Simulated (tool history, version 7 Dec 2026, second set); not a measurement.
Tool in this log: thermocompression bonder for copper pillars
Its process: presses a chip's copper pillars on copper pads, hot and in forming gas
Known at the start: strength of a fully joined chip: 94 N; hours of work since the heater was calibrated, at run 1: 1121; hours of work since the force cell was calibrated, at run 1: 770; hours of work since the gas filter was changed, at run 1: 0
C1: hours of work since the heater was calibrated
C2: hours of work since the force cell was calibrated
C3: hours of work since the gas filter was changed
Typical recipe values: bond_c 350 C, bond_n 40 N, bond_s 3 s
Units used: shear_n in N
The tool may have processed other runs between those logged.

Run 1, hour 0: usual settings; C1 1121; C2 770; C3 0. Result: shear_n 58.8 N.
Run 2, hour 88.1: usual settings; C1 1157; C2 807; C3 36. Result: shear_n 58.8 N.
Run 3, hour 166.1: usual settings; C1 1189; C2 839; C3 68. Result: shear_n 58.7 N.
Run 4, hour 227.1: usual settings but bond_c 371 C; C1 1214; C2 864; C3 93. Result: shear_n 70.3 N.
Run 5, hour 293.4: usual settings but bond_c 371 C; C1 1241; C2 891; C3 120. Result: shear_n 69.4 N.
Run 6, hour 344.1: usual settings but bond_c 371 C; C1 1262; C2 912; C3 141. Result: shear_n 68.8 N.
Run 7, hour 415.9: usual settings but bond_c 369 C; C1 1291; C2 941; C3 171. Result: shear_n 68 N.
Run 8, hour 464: usual settings but bond_c 342 C; C1 1311; C2 961; C3 190. Result: shear_n 52.6 N.
At hour 471.5: heater calibrated with a thermocouple chip.
Run 9, hour 532.1: usual settings but bond_c 342 C; C1 25; C2 988; C3 217. Result: shear_n 50.3 N.
At hour 607.4: forming gas filter changed.
Run 10, hour 621.8: usual settings; C1 61; C2 1024; C3 6. Result: shear_n 55 N.
Run 11, hour 698: usual settings but bond_s 4 s; C1 93; C2 1056; C3 37. Result: shear_n 59.7 N.
Run 12, hour 788.8: usual settings but bond_s 4 s; C1 130; C2 1093; C3 74. Result: shear_n 60.1 N.
Run 13, hour 836.7: usual settings but bond_n 30 N; C1 150; C2 1113; C3 94. Result: shear_n 45.2 N.
Run 14, hour 879.3: usual settings but bond_c 323 C, bond_n 30 N, bond_s 4 s; C1 167; C2 1130; C3 112. Result: shear_n 36.1 N.
Run 15, hour 942.7: usual settings but bond_n 29 N, bond_s 8 s; C1 193; C2 1156; C3 138. Result: shear_n 60.5 N.
At hour 954.1: heater calibrated with a thermocouple chip, once more.
Run 16, hour 1034: usual settings but bond_n 29 N, bond_s 8 s; C1 33; C2 1193; C3 174. Result: shear_n 67.9 N.
Run 17, hour 1113: usual settings but bond_n 37 N; C1 65; C2 1225; C3 207. Result: shear_n 59 N.
Run 18, hour 1186.3: usual settings but bond_c 321 C, bond_n 51 N, bond_s 2 s; C1 95; C2 1255; C3 237. Result: shear_n 47.8 N.
At hour 1213.2: forming gas filter changed.
Run 19, hour 1263.2: usual settings but bond_c 333 C, bond_s 4 s; C1 127; C2 1286; C3 20. Result: shear_n 58.7 N.
Run 20, hour 1351.9: usual settings but bond_c 329 C, bond_n 49 N; C1 163; C2 1323; C3 57. Result: shear_n 58.6 N.
Run 21, hour 1412.9: usual settings but bond_c 338 C, bond_n 35 N, bond_s 2 s; C1 188; C2 1348; C3 82. Result: shear_n 45.5 N.
Run 22, hour 1463.9: usual settings but bond_c 377 C, bond_n 32 N, bond_s 4 s; C1 209; C2 1369; C3 103. Result: shear_n 73.4 N.
Run 23, hour 1537: usual settings but bond_c 363 C, bond_n 57 N, bond_s 6 s; C1 239; C2 1399; C3 133. Result: shear_n 85.5 N.

Take each entry between the runs: how does the hidden state at the last listed run before it differ from the hidden state at the first listed run after it?
Run 8 -> run 9: heater calibrated with a thermocouple chip (hour 471.5)
  true temperature of the bond over the reading, C: -9.1 -> -14.4; oxide that the forming gas leaves, % of the face: 2.82 -> 3.15
  measured less the result without the state, shear_n: -5.7 -> -8.8 N
Run 9 -> run 10: forming gas filter changed (hour 607.4)
  true temperature of the bond over the reading, C: -14.4 -> -14.7; force that reaches the chip, % of what is set: 101.9 -> 102; oxide that the forming gas leaves, % of the face: 3.15 -> 0.69
  measured less the result without the state, shear_n: -8.8 -> -7.3 N
Run 15 -> run 16: heater calibrated with a thermocouple chip, once more (hour 954.1)
  true temperature of the bond over the reading, C: -15.6 -> -0.2; force that reaches the chip, % of what is set: 102.2 -> 102.3; oxide that the forming gas leaves, % of the face: 2.16 -> 2.59
  measured less the result without the state, shear_n: -8.8 -> -0.8 N
Run 18 -> run 19: forming gas filter changed (hour 1213.2)
  true temperature of the bond over the reading, C: -0.6 -> -0.8; force that reaches the chip, % of what is set: 102.4 -> 102.5; oxide that the forming gas leaves, % of the face: 3.31 -> 0.75
  measured less the result without the state, shear_n: -0.9 -> +0.2 N

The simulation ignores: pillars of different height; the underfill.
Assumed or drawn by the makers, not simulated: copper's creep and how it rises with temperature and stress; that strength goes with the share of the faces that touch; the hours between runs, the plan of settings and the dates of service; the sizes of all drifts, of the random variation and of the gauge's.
